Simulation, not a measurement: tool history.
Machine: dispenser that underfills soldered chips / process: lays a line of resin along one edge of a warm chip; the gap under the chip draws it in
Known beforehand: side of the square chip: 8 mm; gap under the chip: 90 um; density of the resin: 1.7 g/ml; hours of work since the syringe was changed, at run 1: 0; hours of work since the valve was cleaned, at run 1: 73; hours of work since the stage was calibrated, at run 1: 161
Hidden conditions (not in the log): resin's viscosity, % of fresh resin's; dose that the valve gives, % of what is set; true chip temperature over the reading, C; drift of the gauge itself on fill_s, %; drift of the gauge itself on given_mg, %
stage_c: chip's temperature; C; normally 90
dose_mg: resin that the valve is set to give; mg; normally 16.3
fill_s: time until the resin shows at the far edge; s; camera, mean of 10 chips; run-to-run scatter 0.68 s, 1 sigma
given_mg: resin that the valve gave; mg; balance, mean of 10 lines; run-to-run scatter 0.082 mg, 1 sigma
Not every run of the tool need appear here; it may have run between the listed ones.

| run | hour | stage_c | dose_mg | hours of work since the syringe was changed | hours of work since the valve was cleaned | hours of work since the stage was calibrated | fill_s | given_mg |
|---|---|---|---|---|---|---|---|---|
| 1 | 0.0 | 90 | 16.3 | 0 | 73 | 161 | 59.9 | 15.30 |
| 2 | 3.6 | 90 | 16.3 | 3 | 75 | 164 | 69.6 | 15.08 |
| 3 | 6.9 | 90 | 18.5 | 5 | 77 | 166 | 80.1 | 17.11 |
| 4 | 12.6 | 90 | 15.7 | 9 | 81 | 170 | 101.4 | 14.52 |
|  | 15.7 | new syringe of resin |
| 5 | 15.7 | 90 | 15.7 | 0 | 83 | 172 | 57.9 | 14.48 |
| 6 | 19.8 | 90 | 15.7 | 3 | 86 | 175 | 70.5 | 14.59 |
| 7 | 25.3 | 87 | 14.1 | 7 | 90 | 178 | 98.4 | 12.82 |
|  | 31.3 | new syringe of resin |
| 8 | 31.7 | 77 | 20.4 | 0 | 94 | 183 | 85.1 | 18.71 |
| 9 | 35.8 | 88 | 15.3 | 3 | 97 | 185 | 75.6 | 13.95 |
| 10 | 39.9 | 88 | 15.3 | 6 | 100 | 188 | 89.5 | 13.98 |
| 11 | 45.5 | 79 | 19.8 | 10 | 104 | 192 | 142.2 | 17.99 |
|  | 47.1 | new syringe of resin |
| 12 | 51.7 | 76 | 16.3 | 3 | 108 | 196 | 103.9 | 14.53 |

What if the next run were any one of these 4? Each begins from the tool's condition after run 12:
|  | 53.1 | dispensing valve cleaned and set on the balance |
| A | 56.1 | 92 | 20.8 | 6 | 2 | 199 | ? | ? |
|  | 53.1 | dispensing valve cleaned and set on the balance |
| B | 56.1 | 83 | 18.7 | 6 | 2 | 199 | ? | ? |
|  | 53.1 | dispensing valve cleaned and set on the balance |
| C | 56.1 | 91 | 16.7 | 6 | 2 | 199 | ? | ? |
|  | 53.1 | dispensing valve cleaned and set on the balance |
| D | 56.1 | 79 | 20.8 | 6 | 2 | 199 | ? | ? |

| run | fill_s | given_mg |
|---|---|---|
| A | 76.3 | 20.63 |
| B | 98.0 | 18.53 |
| C | 78.7 | 16.51 |
| D | 107.2 | 20.66 |
Take away the tool's hidden state, keep each run's random variation, and the runs would have read:
| run | fill_s | given_mg |
|---|---|---|
| A | 57.2 | 20.72 |
| B | 73.6 | 18.61 |
| C | 59.0 | 16.58 |
| D | 80.7 | 20.75 |

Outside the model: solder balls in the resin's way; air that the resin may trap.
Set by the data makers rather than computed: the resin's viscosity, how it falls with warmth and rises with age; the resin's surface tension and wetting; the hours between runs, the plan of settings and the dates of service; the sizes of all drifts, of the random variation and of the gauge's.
